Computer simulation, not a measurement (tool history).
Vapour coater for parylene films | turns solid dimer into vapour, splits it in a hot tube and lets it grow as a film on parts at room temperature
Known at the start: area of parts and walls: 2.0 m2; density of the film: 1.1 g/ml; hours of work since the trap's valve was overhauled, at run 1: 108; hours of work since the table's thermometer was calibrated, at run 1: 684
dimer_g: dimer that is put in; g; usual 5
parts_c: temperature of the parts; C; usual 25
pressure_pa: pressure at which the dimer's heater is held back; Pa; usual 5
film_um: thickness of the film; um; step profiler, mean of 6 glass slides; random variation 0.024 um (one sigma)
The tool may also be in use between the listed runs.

run,hour,dimer_g,parts_c,pressure_pa,hours of work since the trap's valve was overhauled,hours of work since the table's thermometer was calibrated,film_um
1,0,5,25,5,108,684,1.7
2,30.8,5,25,5,129,705,1.71
3,66.7,5,25,5,153,730,1.67
4,96.5,5,25,5,174,750,1.69
5,136.7,5,25,5,201,777,1.65
6,176.2,5,25,5,228,804,1.64
7,194.9,5,25,5,241,817,1.63
8,225.7,5,25,5,262,838,1.6
9,252,5,25,5,280,856,1.61
10,271.4,5,25,5,293,869,1.62
11,303.9,5,28,5,315,892,1.48
12,327.9,5,25,5,332,908,1.64
13,364.6,5,25,5,357,933,1.58
14,393.3,5,25,2.26,376,953,1.77
15,426.2,5,25,5,399,975,1.57
16,451.9,5,25,5,416,993,1.55
17,477,2,37,2.45,433,1010,0.42
18,507.8,5,37,2.45,454,1031,1.11
19,531.8,5,21,5.44,471,1047,1.82
20,571,5,21,5.44,498,1074,1.77
21,598.4,4,23,5.79,516,1093,1.3
22,633.6,4,23,5.79,540,1117,1.31
23,677.5,2,19,5.3,570,1147,0.76
24,713.4,2,19,5.3,595,1171,0.73
25,757.4,5,25,5.6,625,1201,1.52
26,789,5,21,2.47,646,1223,1.86
27,809.9,7,21,3.48,661,1237,2.52
# hour 830.9: trap's valve overhauled
28,835.6,2,25,5.86,3,1252,0.66
29,861.1,2,19,5.57,21,1269,0.8

Forecast run 30:
30,890.2,2,25,6.41,40,1289,?

film_um: 0.64 um
Without the tool's hidden state the same run would have given film_um 0.68 um.
